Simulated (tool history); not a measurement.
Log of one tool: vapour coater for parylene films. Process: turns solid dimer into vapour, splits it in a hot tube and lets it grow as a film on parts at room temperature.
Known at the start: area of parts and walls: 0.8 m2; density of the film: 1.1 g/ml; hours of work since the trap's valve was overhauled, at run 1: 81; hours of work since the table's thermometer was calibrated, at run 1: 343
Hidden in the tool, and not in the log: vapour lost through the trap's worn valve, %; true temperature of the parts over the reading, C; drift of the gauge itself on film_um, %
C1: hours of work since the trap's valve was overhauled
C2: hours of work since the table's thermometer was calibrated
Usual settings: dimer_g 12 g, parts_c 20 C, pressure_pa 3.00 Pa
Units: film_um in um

run 1 hour=0.0 | dimer_g=12 parts_c=20 pressure_pa=3.00 | C1=81 C2=343 | film_um=9.45
run 2 hour=19.4 | dimer_g=12 parts_c=20 pressure_pa=3.00 | C1=96 C2=358 | film_um=9.31
run 3 hour=33.6 | dimer_g=12 parts_c=20 pressure_pa=3.00 | C1=108 C2=369 | film_um=9.35
run 4 hour=45.8 | dimer_g=12 parts_c=20 pressure_pa=3.00 | C1=117 C2=379 | film_um=9.28
-- hour=48.4 table's thermometer calibrated
run 5 hour=66.3 | dimer_g=12 parts_c=16 pressure_pa=3.00 | C1=133 C2=14 | film_um=10.83
run 6 hour=82.8 | dimer_g=12 parts_c=16 pressure_pa=3.00 | C1=146 C2=27 | film_um=11.02
run 7 hour=96.3 | dimer_g=12 parts_c=16 pressure_pa=3.00 | C1=156 C2=38 | film_um=11.22
run 8 hour=109.1 | dimer_g=12 parts_c=20 pressure_pa=8.76 | C1=167 C2=48 | film_um=8.24
run 9 hour=123.3 | dimer_g=12 parts_c=20 pressure_pa=8.76 | C1=178 C2=59 | film_um=8.15
run 10 hour=142.2 | dimer_g=6 parts_c=20 pressure_pa=11.15 | C1=193 C2=74 | film_um=3.97
run 11 hour=158.1 | dimer_g=15 parts_c=18 pressure_pa=3.33 | C1=205 C2=87 | film_um=12.26
run 12 hour=168.7 | dimer_g=15 parts_c=18 pressure_pa=3.33 | C1=214 C2=95 | film_um=12.20
-- hour=178.4 table's thermometer calibrated, once more
run 13 hour=179.0 | dimer_g=15 parts_c=32 pressure_pa=6.94 | C1=221 C2=0 | film_um=6.26

How the hidden state differs across the entries between the runs, from the last listed run before each to the first after it:
Between runs 4 and 5: table's thermometer calibrated (hour 48.4)
  vapour lost through the trap's worn valve, %: 2.4 -> 2.6; true temperature of the parts over the reading, C: 0.29 -> 0.33
  measured less the result without the state, film_um: -0.34 -> -0.46 um
Between runs 12 and 13: table's thermometer calibrated, once more (hour 178.4)
  vapour lost through the trap's worn valve, %: 4 -> 4.1; true temperature of the parts over the reading, C: 0.37 -> -0.04
  measured less the result without the state, film_um: -0.72 -> -0.25 um
